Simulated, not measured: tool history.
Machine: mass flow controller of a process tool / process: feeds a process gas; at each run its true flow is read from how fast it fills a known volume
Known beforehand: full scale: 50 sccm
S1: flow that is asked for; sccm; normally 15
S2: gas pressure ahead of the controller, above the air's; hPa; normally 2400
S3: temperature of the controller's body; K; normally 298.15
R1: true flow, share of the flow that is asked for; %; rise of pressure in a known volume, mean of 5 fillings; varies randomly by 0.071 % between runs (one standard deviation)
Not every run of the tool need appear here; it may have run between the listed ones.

run 1 hour=0.0 | S1=15 S2=2400 S3=298.15 | R1=100.76
run 2 hour=63.9 | S1=15 S2=2400 S3=298.15 | R1=100.51
run 3 hour=131.1 | S1=15 S2=2170 S3=298.15 | R1=100.79
run 4 hour=211.6 | S1=15 S2=2170 S3=298.15 | R1=100.80
run 5 hour=288.0 | S1=15 S2=2400 S3=298.15 | R1=100.71
run 6 hour=347.8 | S1=15 S2=2060 S3=298.15 | R1=100.82
run 7 hour=477.2 | S1=15 S2=2060 S3=298.15 | R1=100.89
run 8 hour=591.4 | S1=15 S2=2400 S3=298.15 | R1=100.77
run 9 hour=680.1 | S1=15 S2=2400 S3=298.15 | R1=100.78
run 10 hour=754.7 | S1=15 S2=1830 S3=298.15 | R1=101.00
run 11 hour=847.6 | S1=15 S2=1830 S3=298.15 | R1=100.96
run 12 hour=948.4 | S1=15 S2=1830 S3=298.15 | R1=100.90
run 13 hour=1041.0 | S1=15 S2=1830 S3=298.15 | R1=100.99
run 14 hour=1119.8 | S1=10 S2=2400 S3=298.15 | R1=101.09
run 15 hour=1256.8 | S1=10 S2=2400 S3=298.15 | R1=101.37
run 16 hour=1323.4 | S1=10 S2=2400 S3=298.15 | R1=101.13
run 17 hour=1439.9 | S1=10 S2=2400 S3=298.15 | R1=101.17
run 18 hour=1556.5 | S1=10 S2=2400 S3=298.15 | R1=101.32
run 19 hour=1663.6 | S1=10 S2=2400 S3=298.15 | R1=101.27
run 20 hour=1755.9 | S1=15 S2=2400 S3=296.15 | R1=101.01
run 21 hour=1894.3 | S1=15 S2=2400 S3=296.15 | R1=101.27
run 22 hour=2029.4 | S1=5 S2=1660 S3=307.15 | R1=101.65
-- hour=2039.8 controller's zero set anew
run 23 hour=2134.0 | S1=15 S2=1920 S3=297.15 | R1=101.68
-- hour=2242.9 controller's zero set anew, once more
run 24 hour=2265.0 | S1=15 S2=2630 S3=303.15 | R1=99.96
run 25 hour=2366.5 | S1=15 S2=2630 S3=303.15 | R1=100.06
run 26 hour=2461.9 | S1=15 S2=2400 S3=299.15 | R1=100.46
run 27 hour=2552.4 | S1=15 S2=2400 S3=299.15 | R1=100.49
run 28 hour=2678.4 | S1=15 S2=2400 S3=299.15 | R1=100.59
run 29 hour=2746.3 | S1=8 S2=2360 S3=297.15 | R1=100.78
run 30 hour=2857.0 | S1=23 S2=2160 S3=294.15 | R1=101.13
run 31 hour=2993.2 | S1=14 S2=2100 S3=298.15 | R1=100.77
run 32 hour=3094.5 | S1=13 S2=2050 S3=298.15 | R1=100.80
run 33 hour=3158.5 | S1=10 S2=2780 S3=298.15 | R1=100.63
run 34 hour=3219.5 | S1=7 S2=1830 S3=298.15 | R1=101.19
run 35 hour=3353.9 | S1=29 S2=2400 S3=298.15 | R1=100.74
run 36 hour=3424.0 | S1=32 S2=2400 S3=301.15 | R1=100.45
run 37 hour=3542.2 | S1=32 S2=2400 S3=301.15 | R1=100.51
run 38 hour=3670.9 | S1=7 S2=2590 S3=301.15 | R1=100.58
run 39 hour=3809.3 | S1=10 S2=2400 S3=299.15 | R1=100.82

Some steps in R1 between neighbouring runs. How much of each would the tool show without its hidden state too (settings, what came in, random variation), and how much is left for the hidden state, with any gauge scatter that isn't in both results?
Unlogged tool condition in this case: flow at rest that the sensor doesn't see, % of full scale; true flow over the shown one, %; drift of the gauge itself on true_pct, %.
Run 21 -> 22: S1 15 -> 5, S2 2400 -> 1660, S3 296.15 -> 307.15. R1 +0.38 %: hidden state +1.26, all else -0.88.
Run 22 -> 23: S1 5 -> 15, S2 1660 -> 1920, S3 307.15 -> 297.15, controller's zero set anew. R1 +0.03 %: hidden state -0.83, all else +0.86.
Run 23 -> 24: S2 1920 -> 2630, S3 297.15 -> 303.15, controller's zero set anew, once more. R1 -1.72 %: hidden state -0.90, all else -0.82.
Run 33 -> 34: S1 10 -> 7, S2 2780 -> 1830. R1 +0.56 %: hidden state +0.14, all else +0.42.
Run 34 -> 35: S1 7 -> 29, S2 1830 -> 2400. R1 -0.45 %: hidden state -0.28, all else -0.17.
